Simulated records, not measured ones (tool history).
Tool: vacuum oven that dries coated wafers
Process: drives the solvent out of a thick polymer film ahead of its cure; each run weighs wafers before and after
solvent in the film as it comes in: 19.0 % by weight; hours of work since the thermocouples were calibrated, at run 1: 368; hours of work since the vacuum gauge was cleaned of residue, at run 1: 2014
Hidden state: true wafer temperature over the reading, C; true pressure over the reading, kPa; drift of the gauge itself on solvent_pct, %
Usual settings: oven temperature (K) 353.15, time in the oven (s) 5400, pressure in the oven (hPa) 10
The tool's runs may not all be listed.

| run | hour | oven temperature (K) | time in the oven (s) | pressure in the oven (hPa) | hours of work since the thermocouples were calibrated | hours of work since the vacuum gauge was cleaned of residue | solvent left in the film (%) |
|---|---|---|---|---|---|---|---|
| 1 | 0 | 353.15 | 5400 | 10 | 368 | 2014 | 1.49 |
| 2 | 44 | 353.15 | 5400 | 10 | 402 | 2049 | 1.41 |
| 3 | 107.6 | 348.15 | 5400 | 10 | 453 | 2099 | 2.98 |
| 4 | 165.6 | 348.15 | 5400 | 10 | 499 | 2145 | 3.01 |
| 5 | 227.2 | 348.15 | 5400 | 5.1 | 547 | 2194 | 2.89 |
| 6 | 255.9 | 353.15 | 5400 | 10 | 570 | 2217 | 1.44 |
| 7 | 322.8 | 353.15 | 5400 | 10 | 623 | 2270 | 1.45 |
| 8 | 390 | 353.15 | 5400 | 10 | 676 | 2323 | 1.42 |
| 9 | 456.2 | 353.15 | 5400 | 10 | 729 | 2375 | 1.4 |
| 10 | 518.1 | 353.15 | 4020 | 10 | 778 | 2424 | 2.51 |
| 11 | 565.8 | 353.15 | 5400 | 11.3 | 816 | 2462 | 1.44 |
| 12 | 602.3 | 353.15 | 5400 | 14.4 | 844 | 2491 | 1.57 |
| 13 | 635.5 | 353.15 | 5400 | 14.4 | 871 | 2517 | 1.55 |
| 14 | 678.6 | 353.15 | 5400 | 14.4 | 905 | 2551 | 1.55 |
| 15 | 733.8 | 353.15 | 5400 | 7.2 | 949 | 2595 | 1.35 |
| 16 | 777.1 | 353.15 | 5400 | 7.2 | 983 | 2629 | 1.34 |
|  | 824.4 | vacuum gauge cleaned of residue and calibrated |
| 17 | 824.4 | 353.15 | 5400 | 7.2 | 1019 | 0 | 1.34 |
| 18 | 891.7 | 353.15 | 5400 | 7.2 | 1072 | 53 | 1.33 |
|  | 913.7 | oven's thermocouples calibrated |
| 19 | 962.4 | 353.15 | 5400 | 7.2 | 38 | 108 | 1.38 |
| 20 | 993.1 | 353.15 | 5400 | 10 | 63 | 132 | 1.45 |
| 21 | 1052.4 | 353.15 | 5400 | 10 | 110 | 179 | 1.4 |
| 22 | 1111.2 | 353.15 | 5400 | 10 | 156 | 225 | 1.43 |
| 23 | 1150.6 | 353.15 | 5400 | 10 | 188 | 257 | 1.47 |
| 24 | 1213.1 | 344.15 | 5400 | 10 | 237 | 306 | 4.65 |
| 25 | 1270.5 | 344.15 | 5400 | 10 | 282 | 352 | 4.69 |
| 26 | 1305.6 | 344.15 | 5400 | 10 | 310 | 379 | 4.57 |
| 27 | 1363.8 | 344.15 | 5400 | 10 | 356 | 425 | 4.66 |
| 28 | 1416.8 | 344.15 | 5400 | 10 | 398 | 467 | 4.66 |
| 29 | 1472.5 | 353.15 | 9180 | 10 | 442 | 512 | 0.52 |
| 30 | 1512.1 | 353.15 | 9180 | 10 | 474 | 543 | 0.46 |
| 31 | 1571.5 | 344.15 | 6780 | 5.8 | 521 | 590 | 3.37 |
| 32 | 1600.9 | 344.15 | 6780 | 5.8 | 544 | 613 | 3.29 |
| 33 | 1657.8 | 344.15 | 6780 | 5.8 | 589 | 658 | 3.34 |
| 34 | 1724.4 | 344.15 | 6120 | 5.8 | 642 | 711 | 3.89 |
| 35 | 1755.3 | 363.15 | 3960 | 21.7 | 666 | 735 | 0.67 |
| 36 | 1812.4 | 367.15 | 4860 | 13.7 | 712 | 781 | 0.23 |
| 37 | 1864 | 347.15 | 4860 | 5.9 | 752 | 822 | 3.75 |
| 38 | 1923.8 | 353.15 | 5400 | 7.8 | 800 | 869 | 1.41 |
| 39 | 1989.6 | 353.15 | 5340 | 15 | 852 | 921 | 1.63 |
| 40 | 2053.2 | 342.15 | 5820 | 13 | 902 | 971 | 5.25 |
| 41 | 2109.9 | 342.15 | 5820 | 13 | 947 | 1016 | 5.21 |
| 42 | 2155.8 | 344.15 | 5400 | 7.7 | 983 | 1053 | 4.58 |
| 43 | 2186.1 | 344.15 | 5400 | 7.7 | 1007 | 1077 | 4.56 |
| 44 | 2253.7 | 353.15 | 6000 | 6.6 | 1061 | 1130 | 1.03 |
|  | 2290.6 | oven's thermocouples calibrated |
| 45 | 2309.7 | 353.15 | 6000 | 6.6 | 15 | 1173 | 1.06 |
| 46 | 2341.2 | 353.15 | 6000 | 6.6 | 40 | 1198 | 1.07 |

Run 47 comes next. What will it give?
| 47 | 2403.5 | 353.15 | 4080 | 10 | 89 | 1247 | ? |

{"run 47": {"solvent left in the film (%)": 2.43}}
Without the tool's hidden state the same run would have given solvent left in the film (%) 2.42.
